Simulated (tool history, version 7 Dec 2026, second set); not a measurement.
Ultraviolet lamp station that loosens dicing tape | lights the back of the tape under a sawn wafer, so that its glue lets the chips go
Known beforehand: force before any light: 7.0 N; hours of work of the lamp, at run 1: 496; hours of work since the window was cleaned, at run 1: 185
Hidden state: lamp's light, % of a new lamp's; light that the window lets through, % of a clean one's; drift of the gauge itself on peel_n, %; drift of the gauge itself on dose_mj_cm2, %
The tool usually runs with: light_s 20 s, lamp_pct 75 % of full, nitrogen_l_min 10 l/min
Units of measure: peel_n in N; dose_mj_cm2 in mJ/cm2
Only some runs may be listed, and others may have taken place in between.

run   hour  light_s  lamp_pct  nitrogen_l_min  hours of work of the lamp  hours of work since the window was cleaned  peel_n  dose_mj_cm2
  1      0       20        75              10                        496                                         185   0.475          387
  2   37.2       20        75              10                        511                                         200   0.472          389
  3   66.6       20        75              10                        523                                         212   0.486          382
  4   88.7       20        75              10                        532                                         221   0.495          372
  5    121       20        75              10                        545                                         234   0.513          379
  6  159.8       20        75               7                        560                                         249   0.639          370
  7  179.7       14        75              10                        568                                         257   1.102          258
  8  200.4       14        75              10                        577                                         266   1.063          257
  9  216.2       14        75              10                        583                                         272   1.089          261
 10  251.3       14        75              10                        597                                         286   1.111          252
 11  276.8       14        75              10                        608                                         297   1.123          255
 12    299       20        75              10                        617                                         306   0.564          359
 13  332.1       20        75              10                        630                                         319   0.582          351
 14  361.5       39        85              12                        642                                         331   0.115          782
 15  386.4       13        67               3                        652                                         341   2.454          207
 16  413.2       13        67               3                        663                                         352   2.487          202
 17  449.1       23        79              10                        677                                         366    0.41          420
 18  473.4       23        79              10                        687                                         376   0.411          413
 19  505.8       23        74              14                        700                                         389   0.389          382
 20  536.2       14        75               4                        712                                         401   1.857          236
 21  557.3       19        75               3                        721                                         410   1.406          320
     573.9  -- window cleaned of glue's vapour
 22  582.9       33        88              18                        731                                           4   0.103          733
 23  618.1       33        88              18                        745                                          18   0.119          729
 24  655.6       31        88               5                        760                                          33   0.209          684
 25  672.1       12        65               6                        767                                          40   1.943          193

Measured result minus the same run's result without the hidden state. Both carry the same run-to-run variation, though not necessarily the same gauge scatter:
run  peel_n  dose_mj_cm2
  1  +0.182          -88
  2   +0.19          -92
  3  +0.197          -94
  4  +0.206          -96
  5  +0.217         -100
  6  +0.276         -103
  7  +0.426          -74
  8  +0.419          -76
  9   +0.43          -76
 10  +0.453          -78
 11  +0.468          -80
 12  +0.273         -117
 13  +0.287         -120
 14  +0.014         -272
 15  +0.745          -73
 16  +0.768          -74
 17  +0.213         -161
 18  +0.217         -161
 19  +0.213         -154
 20   +0.75          -98
 21  +0.658         -135
 22  +0.009         -183
 23   +0.01         -191
 24  +0.072         -186
 25  +0.546          -54

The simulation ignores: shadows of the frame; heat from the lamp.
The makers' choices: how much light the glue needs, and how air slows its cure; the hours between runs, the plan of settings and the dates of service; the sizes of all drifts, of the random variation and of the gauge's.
